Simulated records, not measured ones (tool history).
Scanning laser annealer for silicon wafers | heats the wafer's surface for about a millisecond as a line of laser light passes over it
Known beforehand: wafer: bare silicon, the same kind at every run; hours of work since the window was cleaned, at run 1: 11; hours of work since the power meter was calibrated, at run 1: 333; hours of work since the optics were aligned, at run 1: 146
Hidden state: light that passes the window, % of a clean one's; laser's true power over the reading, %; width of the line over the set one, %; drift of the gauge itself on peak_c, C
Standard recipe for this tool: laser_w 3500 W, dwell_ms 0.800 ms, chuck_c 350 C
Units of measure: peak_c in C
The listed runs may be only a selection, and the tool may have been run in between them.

run,hour,laser_w,dwell_ms,chuck_c,hours of work since the window was cleaned,hours of work since the power meter was calibrated,hours of work since the optics were aligned,peak_c
1,0.0,3500,0.800,350,11,333,146,1165
2,22.0,3500,0.800,350,20,342,155,1167
3,62.6,3641,0.800,350,37,358,171,1203
4,95.9,3641,0.800,350,51,372,185,1205
5,128.0,3641,0.800,350,64,385,198,1205
6,173.6,3500,0.672,350,82,404,217,1097
7,216.2,3500,0.672,350,100,421,234,1096
8,247.6,3500,0.747,350,112,434,247,1137
9,286.1,3500,0.800,320,128,450,262,1130
10,328.4,3500,0.800,350,145,467,280,1162
11,352.4,3500,0.996,350,155,477,289,1252
12,380.4,3500,0.996,350,167,488,301,1256
13,415.6,2993,0.800,350,181,502,315,1025
14,437.2,2993,0.800,350,190,511,324,1023
15,487.1,2993,0.800,350,210,531,344,1019
16,530.0,2993,0.800,350,227,549,362,1020
17,551.2,2993,0.800,350,236,558,370,1022
18,574.2,2993,0.800,350,245,567,380,1020
19,621.5,2993,0.800,350,265,586,399,1019
20,657.0,2993,0.800,350,279,601,414,1021
21,694.3,3255,0.800,314,294,616,429,1055
22,740.8,3622,0.800,353,313,635,448,1191
23,784.4,3622,0.800,353,331,653,465,1194
24,809.0,3622,0.800,353,341,663,475,1193
# hour 817.9: optics aligned, line set to its width
25,835.0,3622,0.800,353,350,671,7,1189
26,857.7,3500,0.628,352,359,680,16,1061
27,902.5,3500,0.628,352,377,699,34,1063
28,944.2,3500,0.800,353,394,716,51,1156
29,973.2,3500,0.800,353,406,727,63,1156
30,1016.8,3136,0.871,362,424,745,81,1094
31,1058.4,3136,0.858,362,441,762,98,1091
# hour 1098.4: optics aligned, line set to its width, once more
32,1103.8,3136,0.858,362,457,779,2,1094
33,1137.9,3735,0.706,330,471,793,16,1151
34,1179.4,3645,0.858,370,488,809,33,1242
35,1203.7,3500,0.800,385,498,819,43,1189

Predict each of these 4 candidate next runs independently; none follows another, all start after run 35:
A,1235.2,3145,0.687,321,511,832,56,?
B,1235.2,3209,0.894,385,511,832,56,?
C,1235.2,3500,0.681,385,511,832,56,?
D,1235.2,3263,0.800,350,511,832,56,?

run,peak_c
A,977
B,1153
C,1127
D,1089
Without the tool's hidden state the same runs would have given:
run,peak_c
A,989
B,1168
C,1141
D,1102
